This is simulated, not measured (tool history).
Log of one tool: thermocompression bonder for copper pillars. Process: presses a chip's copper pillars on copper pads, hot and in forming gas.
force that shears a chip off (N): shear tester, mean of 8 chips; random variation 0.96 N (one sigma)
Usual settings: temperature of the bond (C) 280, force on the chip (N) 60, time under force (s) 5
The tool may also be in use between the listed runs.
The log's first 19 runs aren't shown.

| run | hour | temperature of the bond (C) | force on the chip (N) | time under force (s) | force that shears a chip off (N) |
|---|---|---|---|---|---|
|  | 982.4 | forming gas filter changed |
| 20 | 1012.8 | 291 | 36 | 5 | 52.6 |
| 21 | 1057.2 | 280 | 61 | 14 | 98.7 |
| 22 | 1122.2 | 271 | 60 | 5 | 66.3 |
| 23 | 1154.7 | 295 | 50 | 5 | 75.1 |
| 24 | 1221.8 | 295 | 45 | 11 | 85.1 |
| 25 | 1290.3 | 300 | 56 | 4 | 80 |
|  | 1340.9 | forming gas filter changed |
| 26 | 1346.9 | 256 | 60 | 4 | 44.6 |
| 27 | 1417 | 256 | 60 | 4 | 45.2 |
| 28 | 1448.7 | 304 | 60 | 4 | 89.6 |
| 29 | 1489.4 | 308 | 60 | 6 | 100.3 |
| 30 | 1523.4 | 275 | 38 | 3 | 30.7 |
| 31 | 1578.4 | 275 | 38 | 3 | 30.4 |
| 32 | 1641.7 | 301 | 60 | 6 | 92 |
| 33 | 1675.8 | 270 | 51 | 6 | 52.3 |

The next listed run, before its measurement:
|  | 1701.7 | forming gas filter changed |
| 34 | 1730.7 | 282 | 64 | 9 | ? |

force that shears a chip off (N): 89
Without the tool's hidden state the same run would have given force that shears a chip off (N) 101.4.
